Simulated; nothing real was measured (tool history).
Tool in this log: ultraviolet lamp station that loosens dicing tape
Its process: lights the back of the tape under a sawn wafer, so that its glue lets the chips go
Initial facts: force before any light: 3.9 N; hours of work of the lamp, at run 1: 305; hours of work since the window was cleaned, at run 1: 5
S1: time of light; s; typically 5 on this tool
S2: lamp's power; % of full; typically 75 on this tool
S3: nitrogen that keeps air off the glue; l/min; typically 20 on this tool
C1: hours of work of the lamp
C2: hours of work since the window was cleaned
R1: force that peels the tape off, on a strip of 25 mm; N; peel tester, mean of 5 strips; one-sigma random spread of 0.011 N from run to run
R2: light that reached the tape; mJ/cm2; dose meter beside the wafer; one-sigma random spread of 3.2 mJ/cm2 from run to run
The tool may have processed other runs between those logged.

| run | hour | S1 | S2 | S3 | C1 | C2 | R1 | R2 |
|---|---|---|---|---|---|---|---|---|
| 1 | 0 | 5 | 75 | 20 | 305 | 5 | 0.556 | 435 |
| 2 | 10.8 | 5 | 75 | 20 | 311 | 11 | 0.586 | 436 |
| 3 | 16.1 | 5 | 75 | 20 | 315 | 15 | 0.559 | 435 |
| 4 | 26.1 | 5 | 75 | 20 | 321 | 21 | 0.579 | 439 |
| 5 | 35.5 | 5 | 75 | 20 | 327 | 27 | 0.601 | 428 |
| 6 | 46.4 | 5 | 75 | 20 | 333 | 33 | 0.58 | 428 |
| 7 | 55.8 | 5 | 75 | 20 | 339 | 39 | 0.58 | 433 |
| 8 | 63.8 | 2 | 75 | 20 | 344 | 44 | 1.683 | 172 |
| 9 | 71.3 | 2 | 75 | 20 | 349 | 49 | 1.706 | 167 |
| 10 | 81.7 | 2 | 75 | 20 | 355 | 55 | 1.633 | 171 |
| 11 | 93.5 | 5 | 64 | 20 | 363 | 62 | 0.755 | 360 |
| 12 | 98.6 | 5 | 61 | 20 | 366 | 66 | 0.803 | 347 |
| 13 | 104.5 | 5 | 75 | 20 | 369 | 69 | 0.608 | 413 |
| 14 | 113.8 | 5 | 75 | 20 | 375 | 75 | 0.607 | 413 |
| 15 | 122.9 | 5 | 68 | 20 | 381 | 81 | 0.692 | 379 |
| 16 | 135 | 5 | 68 | 20 | 388 | 88 | 0.709 | 378 |
| 17 | 143.4 | 5 | 75 | 20 | 393 | 93 | 0.628 | 410 |
| 18 | 151.8 | 5 | 75 | 20 | 399 | 98 | 0.616 | 415 |
| 19 | 163.2 | 5 | 75 | 20 | 406 | 106 | 0.606 | 411 |
| 20 | 172 | 5 | 68 | 20 | 411 | 111 | 0.718 | 374 |
| 21 | 182.9 | 5 | 68 | 20 | 418 | 118 | 0.718 | 367 |
| 22 | 188.6 | 5 | 68 | 20 | 421 | 121 | 0.735 | 366 |
| 23 | 197.1 | 2 | 74 | 12 | 427 | 126 | 1.931 | 161 |
| 24 | 204.4 | 2 | 74 | 12 | 431 | 131 | 2.01 | 159 |
| 25 | 212.8 | 2 | 99 | 28 | 436 | 136 | 1.258 | 215 |
|  | 213.8 | window cleaned of glue's vapour |
| 26 | 221.7 | 5 | 75 | 20 | 442 | 5 | 0.673 | 399 |
| 27 | 227.5 | 5 | 75 | 10 | 445 | 8 | 0.873 | 392 |
| 28 | 236.9 | 3 | 84 | 9 | 451 | 14 | 1.419 | 266 |
|  | 246.6 | window cleaned of glue's vapour, once more |
| 29 | 247.3 | 3 | 84 | 9 | 457 | 0 | 1.418 | 274 |
| 30 | 254 | 3 | 84 | 9 | 461 | 5 | 1.407 | 269 |
| 31 | 264.5 | 3 | 84 | 9 | 468 | 11 | 1.416 | 272 |
| 32 | 273.7 | 5 | 96 | 12 | 473 | 17 | 0.57 | 508 |
| 33 | 279 | 5 | 76 | 24 | 477 | 20 | 0.578 | 405 |
| 34 | 289.7 | 10 | 75 | 11 | 483 | 27 | 0.332 | 795 |
| 35 | 298.3 | 10 | 75 | 11 | 489 | 32 | 0.335 | 788 |
| 36 | 309.6 | 10 | 75 | 11 | 496 | 39 | 0.35 | 788 |
| 37 | 320 | 10 | 75 | 11 | 502 | 45 | 0.351 | 791 |
| 38 | 327.4 | 10 | 92 | 11 | 507 | 50 | 0.304 | 965 |
| 39 | 337.7 | 5 | 75 | 17 | 513 | 56 | 0.751 | 389 |
| 40 | 346.5 | 4 | 65 | 28 | 518 | 62 | 0.909 | 268 |
| 41 | 355 | 4 | 63 | 9 | 524 | 67 | 1.477 | 262 |
| 42 | 362.7 | 4 | 63 | 9 | 528 | 72 | 1.447 | 257 |
| 43 | 374.5 | 3 | 77 | 9 | 536 | 79 | 1.634 | 238 |

Each row is a separate what-if for the run after 43, all from the same tool condition, not one after another. Results?
| A | 382.2 | 4 | 75 | 22 | 541 | 84 | ? | ? |
| B | 382.2 | 5 | 97 | 9 | 541 | 84 | ? | ? |
| C | 382.2 | 3 | 83 | 22 | 541 | 84 | ? | ? |
| D | 382.2 | 7 | 68 | 9 | 541 | 84 | ? | ? |

| run | R1 | R2 |
|---|---|---|
| A | 0.886 | 306 |
| B | 0.672 | 499 |
| C | 1.096 | 249 |
| D | 0.738 | 489 |
Stripped of hidden state, with their random variation kept, the same runs would have yielded:
| run | R1 | R2 |
|---|---|---|
| A | 0.636 | 394 |
| B | 0.475 | 643 |
| C | 0.807 | 322 |
| D | 0.526 | 630 |
